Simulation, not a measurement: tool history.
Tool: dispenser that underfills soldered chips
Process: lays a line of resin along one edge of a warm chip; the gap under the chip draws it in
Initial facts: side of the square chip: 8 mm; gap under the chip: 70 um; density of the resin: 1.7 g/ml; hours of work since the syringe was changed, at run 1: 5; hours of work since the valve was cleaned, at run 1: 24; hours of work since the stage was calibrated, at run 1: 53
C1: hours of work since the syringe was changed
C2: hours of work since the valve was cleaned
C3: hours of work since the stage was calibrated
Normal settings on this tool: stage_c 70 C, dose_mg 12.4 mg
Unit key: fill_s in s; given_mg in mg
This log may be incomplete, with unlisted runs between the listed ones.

{"run": 1, "hour": 0.0, "stage_c": 70, "dose_mg": 12.4, "C1": 5, "C2": 24, "C3": 53, "fill_s": 45.6, "given_mg": 12.33}
{"run": 2, "hour": 2.8, "stage_c": 70, "dose_mg": 12.4, "C1": 7, "C2": 26, "C3": 55, "fill_s": 48.5, "given_mg": 12.28}
{"hour": 5.9, "done": "new syringe of resin"}
{"run": 3, "hour": 8.5, "stage_c": 69, "dose_mg": 12.4, "C1": 2, "C2": 30, "C3": 59, "fill_s": 41.2, "given_mg": 12.26}
{"run": 4, "hour": 12.5, "stage_c": 70, "dose_mg": 12.4, "C1": 5, "C2": 33, "C3": 62, "fill_s": 45.9, "given_mg": 12.28}
{"run": 5, "hour": 15.6, "stage_c": 70, "dose_mg": 12.4, "C1": 7, "C2": 35, "C3": 64, "fill_s": 51.1, "given_mg": 12.31}
{"hour": 18.3, "done": "new syringe of resin"}
{"run": 6, "hour": 21.3, "stage_c": 70, "dose_mg": 12.4, "C1": 2, "C2": 39, "C3": 68, "fill_s": 39.7, "given_mg": 12.21}
{"run": 7, "hour": 24.1, "stage_c": 70, "dose_mg": 12.4, "C1": 4, "C2": 41, "C3": 70, "fill_s": 43.8, "given_mg": 12.19}
{"run": 8, "hour": 29.1, "stage_c": 70, "dose_mg": 12.4, "C1": 8, "C2": 44, "C3": 74, "fill_s": 52.1, "given_mg": 12.17}
{"hour": 30.6, "done": "new syringe of resin"}
{"run": 9, "hour": 32.8, "stage_c": 85, "dose_mg": 12.4, "C1": 2, "C2": 47, "C3": 76, "fill_s": 21.9, "given_mg": 12.18}
{"run": 10, "hour": 35.7, "stage_c": 85, "dose_mg": 12.4, "C1": 4, "C2": 49, "C3": 78, "fill_s": 24.9, "given_mg": 12.17}
{"run": 11, "hour": 38.5, "stage_c": 70, "dose_mg": 12.4, "C1": 6, "C2": 51, "C3": 80, "fill_s": 47.5, "given_mg": 12.16}
{"hour": 43.1, "done": "new syringe of resin"}
{"run": 12, "hour": 43.9, "stage_c": 70, "dose_mg": 12.4, "C1": 1, "C2": 55, "C3": 84, "fill_s": 36.4, "given_mg": 12.22}
{"run": 13, "hour": 48.5, "stage_c": 62, "dose_mg": 12.4, "C1": 4, "C2": 58, "C3": 87, "fill_s": 57.9, "given_mg": 12.16}
{"run": 14, "hour": 53.4, "stage_c": 62, "dose_mg": 12.2, "C1": 7, "C2": 62, "C3": 91, "fill_s": 70.5, "given_mg": 11.94}
{"hour": 55.8, "done": "new syringe of resin"}
{"run": 15, "hour": 59.4, "stage_c": 62, "dose_mg": 12.2, "C1": 3, "C2": 66, "C3": 95, "fill_s": 54.2, "given_mg": 11.92}
{"run": 16, "hour": 64.3, "stage_c": 83, "dose_mg": 12.5, "C1": 6, "C2": 69, "C3": 98, "fill_s": 30, "given_mg": 12.18}
{"run": 17, "hour": 67.5, "stage_c": 58, "dose_mg": 12.9, "C1": 8, "C2": 71, "C3": 101, "fill_s": 85.1, "given_mg": 12.52}
{"hour": 68.3, "done": "new syringe of resin"}
{"run": 18, "hour": 72.0, "stage_c": 58, "dose_mg": 12.9, "C1": 3, "C2": 74, "C3": 104, "fill_s": 62.1, "given_mg": 12.62}
{"run": 19, "hour": 74.5, "stage_c": 75, "dose_mg": 12.4, "C1": 4, "C2": 76, "C3": 105, "fill_s": 36.7, "given_mg": 12.04}
{"run": 20, "hour": 77.0, "stage_c": 75, "dose_mg": 12.4, "C1": 6, "C2": 78, "C3": 107, "fill_s": 39.4, "given_mg": 12.06}
{"hour": 80.9, "done": "new syringe of resin"}
{"run": 21, "hour": 82.6, "stage_c": 75, "dose_mg": 12.4, "C1": 1, "C2": 82, "C3": 111, "fill_s": 31.4, "given_mg": 11.95}
{"run": 22, "hour": 86.3, "stage_c": 84, "dose_mg": 12.4, "C1": 4, "C2": 84, "C3": 114, "fill_s": 26.7, "given_mg": 12.04}
{"run": 23, "hour": 91.6, "stage_c": 84, "dose_mg": 13.1, "C1": 8, "C2": 88, "C3": 117, "fill_s": 30.7, "given_mg": 12.68}
{"hour": 93.4, "done": "new syringe of resin"}
{"run": 24, "hour": 95.9, "stage_c": 84, "dose_mg": 13.1, "C1": 2, "C2": 91, "C3": 120, "fill_s": 23.6, "given_mg": 12.65}
{"run": 25, "hour": 100.2, "stage_c": 83, "dose_mg": 14.1, "C1": 5, "C2": 94, "C3": 123, "fill_s": 28, "given_mg": 13.66}
{"run": 26, "hour": 102.6, "stage_c": 83, "dose_mg": 14.1, "C1": 7, "C2": 96, "C3": 125, "fill_s": 31.4, "given_mg": 13.53}
{"hour": 105.8, "done": "new syringe of resin"}
{"run": 27, "hour": 105.8, "stage_c": 59, "dose_mg": 14.6, "C1": 0, "C2": 98, "C3": 127, "fill_s": 54.5, "given_mg": 14.12}
{"run": 28, "hour": 108.7, "stage_c": 59, "dose_mg": 14.6, "C1": 2, "C2": 100, "C3": 129, "fill_s": 60.4, "given_mg": 14.03}
{"run": 29, "hour": 111.8, "stage_c": 59, "dose_mg": 14.6, "C1": 4, "C2": 102, "C3": 132, "fill_s": 65.3, "given_mg": 14.02}

Here are 3 independent what-if runs from the current tool condition. What would each one return?
{"run": "A", "hour": 115.1, "stage_c": 56, "dose_mg": 14.2, "C1": 7, "C2": 105, "C3": 134, "fill_s": "?", "given_mg": "?"}
{"run": "B", "hour": 115.1, "stage_c": 60, "dose_mg": 11, "C1": 7, "C2": 105, "C3": 134, "fill_s": "?", "given_mg": "?"}
{"run": "C", "hour": 115.1, "stage_c": 72, "dose_mg": 15.6, "C1": 7, "C2": 105, "C3": 134, "fill_s": "?", "given_mg": "?"}

run=A fill_s=85.1 given_mg=13.65
run=B fill_s=74.3 given_mg=10.61
run=C fill_s=46.6 given_mg=15
The same runs, with their run-to-run variation unchanged, on a tool lacking any hidden condition would have given:
run=A fill_s=58.9 given_mg=14.22
run=B fill_s=51.1 given_mg=11.05
run=C fill_s=32.5 given_mg=15.62
